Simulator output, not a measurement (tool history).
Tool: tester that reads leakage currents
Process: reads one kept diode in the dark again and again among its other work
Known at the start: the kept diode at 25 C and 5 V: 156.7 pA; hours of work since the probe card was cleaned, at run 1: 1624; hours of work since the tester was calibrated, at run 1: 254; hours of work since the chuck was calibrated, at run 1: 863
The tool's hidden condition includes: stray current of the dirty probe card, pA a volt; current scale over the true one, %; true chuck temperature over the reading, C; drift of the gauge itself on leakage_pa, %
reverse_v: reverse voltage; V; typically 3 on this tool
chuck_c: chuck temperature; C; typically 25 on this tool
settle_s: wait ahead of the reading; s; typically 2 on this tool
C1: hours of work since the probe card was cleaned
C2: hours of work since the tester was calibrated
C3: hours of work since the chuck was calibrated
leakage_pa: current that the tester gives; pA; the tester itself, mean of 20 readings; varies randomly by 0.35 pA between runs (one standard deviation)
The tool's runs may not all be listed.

{"run": 1, "hour": 0.0, "reverse_v": 3, "chuck_c": 25, "settle_s": 2, "C1": 1624, "C2": 254, "C3": 863, "leakage_pa": 132.8}
{"run": 2, "hour": 26.3, "reverse_v": 3, "chuck_c": 25, "settle_s": 2, "C1": 1636, "C2": 265, "C3": 875, "leakage_pa": 132.92}
{"hour": 66.4, "done": "chuck's temperature calibrated"}
{"run": 3, "hour": 68.5, "reverse_v": 1.1, "chuck_c": 25, "settle_s": 2, "C1": 1654, "C2": 284, "C3": 1, "leakage_pa": 68.31}
{"run": 4, "hour": 119.3, "reverse_v": 3, "chuck_c": 53, "settle_s": 2, "C1": 1677, "C2": 306, "C3": 24, "leakage_pa": 1275.78}
{"run": 5, "hour": 151.4, "reverse_v": 3, "chuck_c": 53, "settle_s": 2, "C1": 1691, "C2": 321, "C3": 38, "leakage_pa": 1276.55}
{"run": 6, "hour": 202.9, "reverse_v": 3, "chuck_c": 53, "settle_s": 2, "C1": 1714, "C2": 344, "C3": 61, "leakage_pa": 1277.31}
{"run": 7, "hour": 252.7, "reverse_v": 3, "chuck_c": 25, "settle_s": 0.59, "C1": 1736, "C2": 366, "C3": 84, "leakage_pa": 124.83}
{"run": 8, "hour": 298.2, "reverse_v": 3, "chuck_c": 25, "settle_s": 0.59, "C1": 1757, "C2": 387, "C3": 104, "leakage_pa": 124.98}
{"run": 9, "hour": 352.8, "reverse_v": 3, "chuck_c": 25, "settle_s": 0.59, "C1": 1781, "C2": 411, "C3": 128, "leakage_pa": 125.77}
{"run": 10, "hour": 396.3, "reverse_v": 5.43, "chuck_c": 25, "settle_s": 2, "C1": 1801, "C2": 431, "C3": 148, "leakage_pa": 176.57}
{"run": 11, "hour": 451.0, "reverse_v": 3, "chuck_c": 25, "settle_s": 2, "C1": 1825, "C2": 455, "C3": 173, "leakage_pa": 125.33}
{"run": 12, "hour": 490.9, "reverse_v": 3, "chuck_c": 25, "settle_s": 2, "C1": 1843, "C2": 473, "C3": 190, "leakage_pa": 126.27}
{"run": 13, "hour": 538.8, "reverse_v": 3, "chuck_c": 25, "settle_s": 2, "C1": 1865, "C2": 494, "C3": 212, "leakage_pa": 126.93}
{"run": 14, "hour": 576.1, "reverse_v": 3, "chuck_c": 25, "settle_s": 2, "C1": 1881, "C2": 511, "C3": 229, "leakage_pa": 126.87}
{"run": 15, "hour": 608.5, "reverse_v": 3, "chuck_c": 25, "settle_s": 2, "C1": 1896, "C2": 526, "C3": 243, "leakage_pa": 126.94}
{"run": 16, "hour": 664.2, "reverse_v": 4.35, "chuck_c": 25, "settle_s": 2, "C1": 1921, "C2": 551, "C3": 268, "leakage_pa": 158.72}
{"run": 17, "hour": 718.0, "reverse_v": 3, "chuck_c": 25, "settle_s": 2, "C1": 1945, "C2": 575, "C3": 292, "leakage_pa": 127.59}
{"run": 18, "hour": 773.1, "reverse_v": 3, "chuck_c": 21, "settle_s": 2, "C1": 1970, "C2": 600, "C3": 317, "leakage_pa": 89.61}
{"run": 19, "hour": 828.7, "reverse_v": 3, "chuck_c": 25, "settle_s": 2, "C1": 1995, "C2": 624, "C3": 342, "leakage_pa": 129.29}
{"run": 20, "hour": 857.2, "reverse_v": 3, "chuck_c": 25, "settle_s": 5.48, "C1": 2008, "C2": 637, "C3": 355, "leakage_pa": 129.36}
{"run": 21, "hour": 890.1, "reverse_v": 3, "chuck_c": 25, "settle_s": 5.48, "C1": 2022, "C2": 652, "C3": 369, "leakage_pa": 128.66}
{"run": 22, "hour": 916.6, "reverse_v": 3, "chuck_c": 25, "settle_s": 5.48, "C1": 2034, "C2": 664, "C3": 381, "leakage_pa": 129.39}
{"run": 23, "hour": 975.0, "reverse_v": 15.61, "chuck_c": 27, "settle_s": 0.37, "C1": 2060, "C2": 690, "C3": 408, "leakage_pa": 414.64}
{"run": 24, "hour": 999.7, "reverse_v": 3, "chuck_c": 25, "settle_s": 1.11, "C1": 2071, "C2": 701, "C3": 419, "leakage_pa": 130.16}
{"run": 25, "hour": 1027.6, "reverse_v": 14.22, "chuck_c": 45, "settle_s": 2.56, "C1": 2084, "C2": 714, "C3": 431, "leakage_pa": 1749.34}
{"run": 26, "hour": 1053.2, "reverse_v": 1.81, "chuck_c": 27, "settle_s": 2.83, "C1": 2095, "C2": 725, "C3": 443, "leakage_pa": 115.89}
{"run": 27, "hour": 1091.0, "reverse_v": 1.81, "chuck_c": 27, "settle_s": 2.83, "C1": 2112, "C2": 742, "C3": 460, "leakage_pa": 115.93}
{"run": 28, "hour": 1116.5, "reverse_v": 5.45, "chuck_c": 27, "settle_s": 0.68, "C1": 2124, "C2": 754, "C3": 471, "leakage_pa": 223.68}
{"run": 29, "hour": 1172.5, "reverse_v": 5.45, "chuck_c": 27, "settle_s": 0.68, "C1": 2149, "C2": 779, "C3": 496, "leakage_pa": 224.07}
{"run": 30, "hour": 1220.3, "reverse_v": 5.45, "chuck_c": 27, "settle_s": 0.68, "C1": 2170, "C2": 800, "C3": 518, "leakage_pa": 224.45}
{"run": 31, "hour": 1264.1, "reverse_v": 5.45, "chuck_c": 27, "settle_s": 0.68, "C1": 2190, "C2": 820, "C3": 537, "leakage_pa": 224.41}
{"run": 32, "hour": 1313.7, "reverse_v": 16.37, "chuck_c": 25, "settle_s": 2, "C1": 2212, "C2": 842, "C3": 559, "leakage_pa": 364.99}
{"run": 33, "hour": 1359.7, "reverse_v": 16.37, "chuck_c": 25, "settle_s": 2, "C1": 2233, "C2": 863, "C3": 580, "leakage_pa": 364.72}
{"run": 34, "hour": 1403.4, "reverse_v": 6.07, "chuck_c": 31, "settle_s": 4.14, "C1": 2253, "C2": 882, "C3": 600, "leakage_pa": 340.65}
{"run": 35, "hour": 1442.6, "reverse_v": 3.2, "chuck_c": 56, "settle_s": 0.58, "C1": 2270, "C2": 900, "C3": 617, "leakage_pa": 1756.81}
{"run": 36, "hour": 1480.9, "reverse_v": 7.11, "chuck_c": 25, "settle_s": 4.33, "C1": 2287, "C2": 917, "C3": 634, "leakage_pa": 222.96}
{"run": 37, "hour": 1539.3, "reverse_v": 7.11, "chuck_c": 25, "settle_s": 4.33, "C1": 2313, "C2": 943, "C3": 661, "leakage_pa": 223.74}
{"run": 38, "hour": 1577.0, "reverse_v": 4.8, "chuck_c": 22, "settle_s": 2, "C1": 2330, "C2": 960, "C3": 678, "leakage_pa": 137.11}
{"run": 39, "hour": 1615.7, "reverse_v": 4.39, "chuck_c": 42, "settle_s": 2, "C1": 2348, "C2": 978, "C3": 695, "leakage_pa": 716.42}
{"run": 40, "hour": 1643.0, "reverse_v": 3, "chuck_c": 57, "settle_s": 6.26, "C1": 2360, "C2": 990, "C3": 707, "leakage_pa": 1840.6}
{"run": 41, "hour": 1689.6, "reverse_v": 3.08, "chuck_c": 57, "settle_s": 1.31, "C1": 2381, "C2": 1011, "C3": 728, "leakage_pa": 1875.52}

3 ways to go on from here, each from the tool as it stands after run 41. What would each give?
{"run": "A", "hour": 1738.3, "reverse_v": 2.69, "chuck_c": 30, "settle_s": 1.03, "C1": 2403, "C2": 1033, "C3": 750, "leakage_pa": "?"}
{"run": "B", "hour": 1738.3, "reverse_v": 14.67, "chuck_c": 22, "settle_s": 1.13, "C1": 2403, "C2": 1033, "C3": 750, "leakage_pa": "?"}
{"run": "C", "hour": 1738.3, "reverse_v": 3, "chuck_c": 32, "settle_s": 2, "C1": 2403, "C2": 1033, "C3": 750, "leakage_pa": "?"}

run=A leakage_pa=197.7
run=B leakage_pa=270.81
run=C leakage_pa=250.2
Without the tool's unlogged condition, the same runs would have read:
run=A leakage_pa=173.31
run=B leakage_pa=220.75
run=C leakage_pa=220.18
